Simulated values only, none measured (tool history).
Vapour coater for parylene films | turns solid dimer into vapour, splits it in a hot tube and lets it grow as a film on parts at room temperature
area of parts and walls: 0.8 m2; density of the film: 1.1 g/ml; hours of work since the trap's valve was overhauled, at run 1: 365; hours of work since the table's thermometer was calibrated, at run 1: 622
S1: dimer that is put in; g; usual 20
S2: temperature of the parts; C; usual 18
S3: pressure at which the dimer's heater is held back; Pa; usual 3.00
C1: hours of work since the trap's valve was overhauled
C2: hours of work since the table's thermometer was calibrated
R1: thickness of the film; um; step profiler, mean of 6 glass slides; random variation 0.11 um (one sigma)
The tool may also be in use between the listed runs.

Run 1, hour 0.0: usual settings; C1 365; C2 622. Result: R1 11.20 um.
Run 2, hour 32.6: usual settings; C1 390; C2 648. Result: R1 11.13 um.
Run 3, hour 81.6: usual settings; C1 429; C2 686. Result: R1 10.72 um.
At hour 102.8: trap's valve overhauled.
Run 4, hour 113.1: usual settings; C1 8; C2 707. Result: R1 9.95 um.
Run 5, hour 142.9: usual settings but S3 7.19 Pa; C1 31; C2 731. Result: R1 9.23 um.
Run 6, hour 170.4: usual settings but S2 20 C; C1 53; C2 752. Result: R1 9.16 um.
Run 7, hour 221.4: usual settings but S2 26 C; C1 93; C2 792. Result: R1 7.18 um.
Run 8, hour 249.1: usual settings but S2 12 C; C1 114; C2 813. Result: R1 12.10 um.
At hour 261.4: trap's valve overhauled, once more.
Run 9, hour 279.0: usual settings but S2 12 C; C1 14; C2 834. Result: R1 15.58 um.
Run 10, hour 323.3: usual settings but S1 16 g, S2 23 C, S3 2.35 Pa; C1 48; C2 868. Result: R1 8.33 um.
Run 11, hour 374.3: usual settings but S1 16 g, S2 22 C, S3 2.07 Pa; C1 88; C2 908. Result: R1 8.57 um.
Run 12, hour 406.6: usual settings but S1 16 g, S2 14 C, S3 5.22 Pa; C1 113; C2 933. Result: R1 10.79 um.
Run 13, hour 456.9: usual settings but S1 11 g, S2 12 C, S3 9.54 Pa; C1 153; C2 972. Result: R1 7.35 um.

Run 14 comes next. What will it give?
Run 14, hour 497.6: usual settings but S1 11 g, S2 12 C, S3 9.54 Pa; C1 184; C2 1004. Result: R1 ?.

R1: 7.35 um
Without the tool's hidden state the same run would have given R1 8.16 um.
